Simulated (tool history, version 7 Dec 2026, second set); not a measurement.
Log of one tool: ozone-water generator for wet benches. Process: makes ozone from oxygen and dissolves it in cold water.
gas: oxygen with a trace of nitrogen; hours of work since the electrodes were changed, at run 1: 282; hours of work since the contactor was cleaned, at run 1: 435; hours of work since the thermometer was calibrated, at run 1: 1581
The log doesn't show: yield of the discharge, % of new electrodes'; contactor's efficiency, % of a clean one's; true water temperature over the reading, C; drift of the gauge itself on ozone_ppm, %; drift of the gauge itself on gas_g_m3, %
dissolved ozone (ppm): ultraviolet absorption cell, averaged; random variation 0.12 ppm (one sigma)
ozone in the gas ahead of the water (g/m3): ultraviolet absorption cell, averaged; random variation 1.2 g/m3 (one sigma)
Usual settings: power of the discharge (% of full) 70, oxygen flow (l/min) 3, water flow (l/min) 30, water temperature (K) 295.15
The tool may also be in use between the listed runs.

run    hour  power of the discharge (% of full)  oxygen flow (l/min)  water flow (l/min)  water temperature (K)  hours of work since the electrodes were changed  hours of work since the contactor was cleaned  hours of work since the thermometer was calibrated  dissolved ozone (ppm)  ozone in the gas ahead of the water (g/m3)
  1       0                                  70                    3                  30                 295.15                                              282                                            435                                                1581                    9.8                                       228.4
  2    43.3                                  70                    3                  30                 295.15                                              324                                            477                                                1623                    9.6                                       225.2
  3    79.8                                  70                    3                  30                 295.15                                              360                                            513                                                1659                    9.6                                       227.1
  4     120                                  70                    3                  30                 295.15                                              399                                            552                                                1699                    9.7                                       222.1
  5   176.5                                  70                 4.63                  30                 295.15                                              455                                            608                                                1754                   10.7                                       181.5
  6   211.7                                  70                 4.63                  30                 295.15                                              489                                            642                                                1789                   10.4                                       182.4
  7   236.1                                  70                 4.63                  30                 295.15                                              513                                            666                                                1813                   10.5                                       182.4
  8   267.3                                  70                 4.63                  30                 295.15                                              544                                            697                                                1843                   10.4                                       182.5
  9   309.3                                  70                 4.63                  30                 295.15                                              585                                            738                                                1884                   10.6                                       181.1
 10   335.8                                  70                    3                  30                 298.15                                              611                                            764                                                1910                      9                                       224.4
 11   380.1                                  70                    3                  30                 298.15                                              654                                            807                                                1954                    9.1                                         224
 12   416.2                                  70                 3.77                  30                 298.15                                              690                                            843                                                1989                    9.9                                       199.1
 13   440.4                                  58                    3                  30                 295.15                                              714                                            867                                                2013                    8.4                                         199
 14   474.4                                  58                    3                  30                 295.15                                              747                                            900                                                2046                    8.3                                       197.7
 15     511                                  70                    3                  30                 295.15                                              783                                            936                                                2082                    9.5                                       221.6
 16   539.2                                  70                 3.15                  30                 295.15                                              811                                            963                                                2110                    9.6                                       215.7
 17   592.2                                  68                 2.48                  33                 299.15                                              863                                           1015                                                2162                    7.6                                       238.2
 18   640.9                                  68                 2.48                  33                 299.15                                              910                                           1063                                                2210                    7.6                                       239.2
 19   677.8                                  46                 2.27                  21                 294.15                                              947                                           1099                                                2246                     10                                         196
 20   722.8                                  49                    3                  30                 301.15                                              991                                           1144                                                2290                      7                                       177.5
 21   763.7                                  49                    3                  30                 301.15                                             1031                                           1184                                                2330                    7.4                                       177.2
 22   808.3                                  49                    3                  33                 301.15                                             1074                                           1227                                                2374                    6.6                                       179.8
 23   855.8                                  49                    3                  33                 301.15                                             1121                                           1274                                                2420                    6.5                                       177.4
 24     902                                  70                    3                  30                 302.15                                             1166                                           1319                                                2466                    8.7                                         218
 25   931.4                                  67                    3                  30                 291.15                                             1195                                           1348                                                2494                    9.2                                       213.6
 26   971.2                                  79                 1.59                  42                 291.15                                             1234                                           1387                                                2534                    5.6                                       312.8
 27  1012.3                                  79                 1.59                  42                 291.15                                             1275                                           1427                                                2574                    5.3                                       314.6
 28  1062.6                                  70                    3                  30                 289.15                                             1324                                           1477                                                2623                    9.5                                       217.2
 29  1100.9                                  70                    3                  30                 296.15                                             1361                                           1514                                                2661                    9.1                                         217
 30  1144.4                                  70                    3                  30                 296.15                                             1404                                           1557                                                2703                    9.1                                       216.4
 31    1180                                  78                 4.48                  23                 302.15                                             1439                                           1592                                                2738                   12.3                                       189.9
 32    1231                                  70                 2.09                  30                 293.15                                             1489                                           1642                                                2788                    8.4                                       256.2

The same runs without the tool's hidden state, with the same run-to-run variation:
run  dissolved ozone (ppm)  ozone in the gas ahead of the water (g/m3)
  1                     10                                       229.5
  2                    9.8                                       226.6
  3                    9.8                                       228.8
  4                     10                                       224.1
  5                     11                                       183.5
  6                   10.7                                       184.6
  7                   10.8                                       184.8
  8                   10.8                                       185.1
  9                     11                                       183.9
 10                    9.4                                       228.1
 11                    9.4                                         228
 12                   10.3                                       202.9
 13                    8.7                                       202.5
 14                    8.7                                       201.4
 15                     10                                       226.6
 16                   10.1                                       220.7
 17                      8                                       244.2
 18                      8                                       245.6
 19                   10.5                                       200.2
 20                    7.3                                       181.7
 21                    7.7                                       181.6
 22                    6.9                                       184.4
 23                    6.9                                       182.3
 24                    9.3                                         226
 25                    9.8                                       221.5
 26                      6                                         326
 27                    5.7                                       328.4
 28                   10.2                                       226.5
 29                    9.8                                       226.6
 30                    9.8                                       226.3
 31                   13.3                                       199.5
 32                    9.1                                       268.8

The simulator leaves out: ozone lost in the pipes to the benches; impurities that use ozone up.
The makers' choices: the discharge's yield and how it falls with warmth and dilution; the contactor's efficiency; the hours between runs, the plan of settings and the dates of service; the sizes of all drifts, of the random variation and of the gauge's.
